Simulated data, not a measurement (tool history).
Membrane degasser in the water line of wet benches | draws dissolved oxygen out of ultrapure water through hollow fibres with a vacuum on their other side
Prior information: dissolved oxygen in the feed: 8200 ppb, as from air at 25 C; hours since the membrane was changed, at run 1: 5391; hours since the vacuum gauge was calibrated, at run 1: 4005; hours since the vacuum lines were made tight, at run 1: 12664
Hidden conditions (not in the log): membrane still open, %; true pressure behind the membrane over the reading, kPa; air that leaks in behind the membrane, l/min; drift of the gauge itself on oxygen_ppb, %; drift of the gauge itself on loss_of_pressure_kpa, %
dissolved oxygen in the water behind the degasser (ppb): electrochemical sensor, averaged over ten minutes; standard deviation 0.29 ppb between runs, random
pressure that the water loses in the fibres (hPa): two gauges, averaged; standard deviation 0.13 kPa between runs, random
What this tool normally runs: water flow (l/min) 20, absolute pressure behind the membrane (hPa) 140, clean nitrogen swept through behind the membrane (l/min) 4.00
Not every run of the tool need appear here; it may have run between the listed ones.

run    hour  water flow (l/min)  absolute pressure behind the membrane (hPa)  clean nitrogen swept through behind the membrane (l/min)  hours since the membrane was changed  hours since the vacuum gauge was calibrated  hours since the vacuum lines were made tight  dissolved oxygen in the water behind the degasser (ppb)  pressure that the water loses in the fibres (hPa)
  1     0.0                  20                                          140                                                      4.00                                  5391                                         4005                                         12664                                                    138.7                                              308.9
  2    66.5                  20                                          140                                                      4.00                                  5457                                         4072                                         12731                                                    138.8                                              307.9
  3   211.9                  20                                          140                                                      4.00                                  5603                                         4217                                         12876                                                    138.6                                              307.7
  4   273.3                  20                                          140                                                      4.00                                  5664                                         4278                                         12938                                                    138.7                                              307.6
  5   344.9                  20                                          140                                                      4.00                                  5736                                         4350                                         13009                                                    138.2                                              309.0
  6   439.7                  20                                          140                                                      4.00                                  5831                                         4445                                         13104                                                    138.5                                              309.8
      450.3  -- vacuum gauge calibrated
  7   562.0                  16                                          140                                                      4.00                                  5952                                          112                                         13226                                                    108.7                                              247.0
  8   628.0                  20                                          140                                                      4.00                                  6018                                          178                                         13292                                                    137.7                                              309.1
  9   702.1                  20                                          140                                                      4.00                                  6093                                          252                                         13366                                                    137.8                                              309.5
 10   847.5                  13                                          140                                                      4.00                                  6238                                          397                                         13511                                                     88.1                                              202.5
 11   930.2                  13                                          140                                                      4.00                                  6321                                          480                                         13594                                                     88.4                                              200.7
 12  1029.8                  13                                          140                                                      4.00                                  6420                                          579                                         13694                                                     88.3                                              199.6
 13  1157.3                  15                                          279                                                      2.73                                  6548                                          707                                         13821                                                    324.4                                              230.6
 14  1221.3                  15                                          279                                                      2.73                                  6612                                          771                                         13885                                                    325.0                                              230.8
 15  1303.4                  15                                           85                                                      4.39                                  6694                                          853                                         13967                                                     46.9                                              232.2
     1433.1  -- seals of the vacuum lines changed
 16  1435.3                  15                                          127                                                      4.39                                  6824                                          983                                             2                                                     81.0                                              233.2
 17  1570.5                  22                                           96                                                      7.34                                  6959                                         1118                                           137                                                     58.0                                              339.4
 18  1714.0                  22                                           96                                                      7.34                                  7103                                         1262                                           281                                                     57.6                                              340.9
 19  1809.4                  30                                          140                                                     11.85                                  7198                                         1357                                           376                                                    103.0                                              462.3
 20  1943.1                  26                                          140                                                      5.71                                  7332                                         1491                                           510                                                    139.9                                              402.3
 21  2069.3                  20                                          320                                                      4.00                                  7458                                         1617                                           636                                                    344.5                                              308.5

Pick out some run-to-run changes in dissolved oxygen in the water behind the degasser (ppb). Of each, how much would a tool without hidden state show as well, from the settings, what came in and chance, and how much is left for the hidden state and any gauge scatter not in both results compared?
Run 12 -> 13: water flow (l/min) 13 -> 15, absolute pressure behind the membrane (hPa) 140 -> 279, clean nitrogen swept through behind the membrane (l/min) 4.00 -> 2.73. dissolved oxygen in the water behind the degasser (ppb) +236.1: hidden state +3.8, all else +232.3.
Run 14 -> 15: absolute pressure behind the membrane (hPa) 279 -> 85, clean nitrogen swept through behind the membrane (l/min) 2.73 -> 4.39. dissolved oxygen in the water behind the degasser (ppb) -278.1: hidden state -4.7, all else -273.4.
